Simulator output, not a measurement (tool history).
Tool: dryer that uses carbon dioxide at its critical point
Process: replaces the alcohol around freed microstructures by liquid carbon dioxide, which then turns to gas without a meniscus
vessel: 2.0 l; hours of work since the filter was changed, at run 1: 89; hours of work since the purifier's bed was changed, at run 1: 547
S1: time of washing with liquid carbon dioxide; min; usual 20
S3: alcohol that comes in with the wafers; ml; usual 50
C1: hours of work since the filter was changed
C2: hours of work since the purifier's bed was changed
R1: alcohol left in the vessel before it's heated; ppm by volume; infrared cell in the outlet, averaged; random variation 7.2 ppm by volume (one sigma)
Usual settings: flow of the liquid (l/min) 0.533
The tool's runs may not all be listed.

Run 1, hour 0.0: usual settings; C1 89; C2 547. Result: R1 584 ppm by volume.
Run 2, hour 46.6: usual settings; C1 112; C2 570. Result: R1 593 ppm by volume.
Run 3, hour 76.4: usual settings; C1 127; C2 585. Result: R1 600 ppm by volume.
At hour 135.9: purifier's bed changed.
Run 4, hour 143.2: usual settings but flow of the liquid (l/min) 0.516; C1 159; C2 4. Result: R1 436 ppm by volume.
Run 5, hour 172.8: usual settings but flow of the liquid (l/min) 0.586; C1 174; C2 19. Result: R1 279 ppm by volume.
Run 6, hour 236.5: usual settings but flow of the liquid (l/min) 0.586; C1 206; C2 51. Result: R1 301 ppm by volume.
Run 7, hour 289.7: usual settings but S1 18 min, flow of the liquid (l/min) 0.586; C1 233; C2 77. Result: R1 443 ppm by volume.
Run 8, hour 322.1: usual settings but S1 18 min, flow of the liquid (l/min) 0.586; C1 249; C2 94. Result: R1 459 ppm by volume.
Run 9, hour 351.6: usual settings but S1 18 min, flow of the liquid (l/min) 0.586; C1 264; C2 108. Result: R1 471 ppm by volume.
Run 10, hour 415.3: usual settings; C1 296; C2 140. Result: R1 461 ppm by volume.
Run 11, hour 455.0: usual settings; C1 316; C2 160. Result: R1 471 ppm by volume.
Run 12, hour 518.8: usual settings; C1 348; C2 193. Result: R1 495 ppm by volume.
Run 13, hour 545.2: usual settings; C1 361; C2 206. Result: R1 501 ppm by volume.
Run 14, hour 572.8: usual settings but S1 16 min; C1 375; C2 220. Result: R1 1012 ppm by volume.
Run 15, hour 636.3: usual settings but S1 16 min, flow of the liquid (l/min) 0.453; C1 407; C2 252. Result: R1 1650 ppm by volume.
Run 16, hour 676.2: usual settings; C1 427; C2 272. Result: R1 545 ppm by volume.
Run 17, hour 730.4: usual settings; C1 455; C2 299. Result: R1 566 ppm by volume.
Run 18, hour 789.0: usual settings; C1 484; C2 328. Result: R1 573 ppm by volume.
Run 19, hour 818.1: usual settings; C1 499; C2 343. Result: R1 581 ppm by volume.
Run 20, hour 877.4: usual settings; C1 528; C2 373. Result: R1 595 ppm by volume.
At hour 884.1: inlet filter changed.
Run 21, hour 935.1: usual settings; C1 26; C2 401. Result: R1 505 ppm by volume.
Run 22, hour 983.9: usual settings but S1 32 min; C1 50; C2 426. Result: R1 180 ppm by volume.
Run 23, hour 1023.1: usual settings but S1 32 min; C1 70; C2 446. Result: R1 192 ppm by volume.
Run 24, hour 1079.2: usual settings but S1 32 min; C1 98; C2 474. Result: R1 208 ppm by volume.
Run 25, hour 1115.7: usual settings but S1 32 min; C1 116; C2 492. Result: R1 219 ppm by volume.
Run 26, hour 1162.3: usual settings but S1 23 min, S3 24 ml; C1 140; C2 516. Result: R1 292 ppm by volume.
Run 27, hour 1217.2: usual settings but S1 27 min, S3 21 ml; C1 167; C2 543. Result: R1 249 ppm by volume.
Run 28, hour 1278.3: usual settings but S1 25 min, flow of the liquid (l/min) 0.775, S3 51 ml; C1 198; C2 574. Result: R1 231 ppm by volume.
Run 29, hour 1331.9: usual settings but S1 30 min, flow of the liquid (l/min) 0.660, S3 119 ml; C1 225; C2 601. Result: R1 252 ppm by volume.
At hour 1360.8: purifier's bed changed.
Run 30, hour 1396.7: usual settings but S1 16 min, flow of the liquid (l/min) 0.805, S3 108 ml; C1 256; C2 18. Result: R1 402 ppm by volume.
Run 31, hour 1453.6: usual settings but S1 16 min, flow of the liquid (l/min) 0.805, S3 108 ml; C1 285; C2 47. Result: R1 419 ppm by volume.
Run 32, hour 1508.4: usual settings but S1 23 min, flow of the liquid (l/min) 0.607, S3 28 ml; C1 312; C2 74. Result: R1 93 ppm by volume.
Run 33, hour 1554.8: usual settings but S1 30 min; C1 336; C2 98. Result: R1 89 ppm by volume.
Run 34, hour 1586.2: usual settings but S1 14 min, flow of the liquid (l/min) 0.476, S3 25 ml; C1 352; C2 113. Result: R1 963 ppm by volume.
Run 35, hour 1618.2: usual settings but S1 15 min, flow of the liquid (l/min) 0.476, S3 25 ml; C1 368; C2 129. Result: R1 827 ppm by volume.
Run 36, hour 1672.6: usual settings but S1 15 min, flow of the liquid (l/min) 0.476, S3 25 ml; C1 395; C2 157. Result: R1 864 ppm by volume.
Run 37, hour 1726.1: usual settings but S1 15 min, flow of the liquid (l/min) 0.476, S3 25 ml; C1 422; C2 184. Result: R1 879 ppm by volume.
Run 38, hour 1763.5: usual settings but S1 15 min, flow of the liquid (l/min) 0.476, S3 25 ml; C1 441; C2 202. Result: R1 878 ppm by volume.
Run 39, hour 1823.1: usual settings but flow of the liquid (l/min) 0.779; C1 471; C2 232. Result: R1 174 ppm by volume.
Run 40, hour 1867.5: usual settings but flow of the liquid (l/min) 0.779; C1 493; C2 255. Result: R1 169 ppm by volume.
Run 41, hour 1912.5: usual settings but flow of the liquid (l/min) 0.779; C1 516; C2 277. Result: R1 180 ppm by volume.
At hour 1944.7: inlet filter changed.
Run 42, hour 1955.1: usual settings but flow of the liquid (l/min) 0.779; C1 5; C2 298. Result: R1 166 ppm by volume.
Run 43, hour 2017.8: usual settings but flow of the liquid (l/min) 0.779; C1 37; C2 330. Result: R1 191 ppm by volume.
Run 44, hour 2045.4: usual settings but S3 59 ml; C1 51; C2 344. Result: R1 553 ppm by volume.
Run 45, hour 2108.2: usual settings but S1 16 min, flow of the liquid (l/min) 0.498, S3 64 ml; C1 82; C2 375. Result: R1 1474 ppm by volume.
Run 46, hour 2142.2: usual settings but flow of the liquid (l/min) 0.646; C1 99; C2 392. Result: R1 315 ppm by volume.
Run 47, hour 2197.8: usual settings but S1 17 min, flow of the liquid (l/min) 0.682, S3 29 ml; C1 127; C2 420. Result: R1 318 ppm by volume.

Hidden state at the last listed run before each entry between runs and at the first one after, where it differs:
Between runs 3 and 4: purifier's bed changed (hour 135.9)
  flow that reaches the vessel past the clogged filter, %: 97.7 -> 97.3; alcohol in the recycled carbon dioxide, ppm: 224.8 -> 7
  measured less the result without the state, R1: +256 -> +47 ppm by volume
Between runs 20 and 21: inlet filter changed (hour 884.1)
  flow that reaches the vessel past the clogged filter, %: 93 -> 99.6; alcohol in the recycled carbon dioxide, ppm: 142.6 -> 152.3
  measured less the result without the state, R1: +257 -> +154 ppm by volume
Between runs 29 and 30: purifier's bed changed (hour 1360.8)
  flow that reaches the vessel past the clogged filter, %: 97.3 -> 96.9; alcohol in the recycled carbon dioxide, ppm: 226.8 -> 12.2
  measured less the result without the state, R1: +222 -> +63 ppm by volume
Between runs 41 and 42: inlet filter changed (hour 1944.7)
  flow that reaches the vessel past the clogged filter, %: 93.9 -> 99; alcohol in the recycled carbon dioxide, ppm: 106.7 -> 114.2
  measured less the result without the state, R1: +130 -> +111 ppm by volume
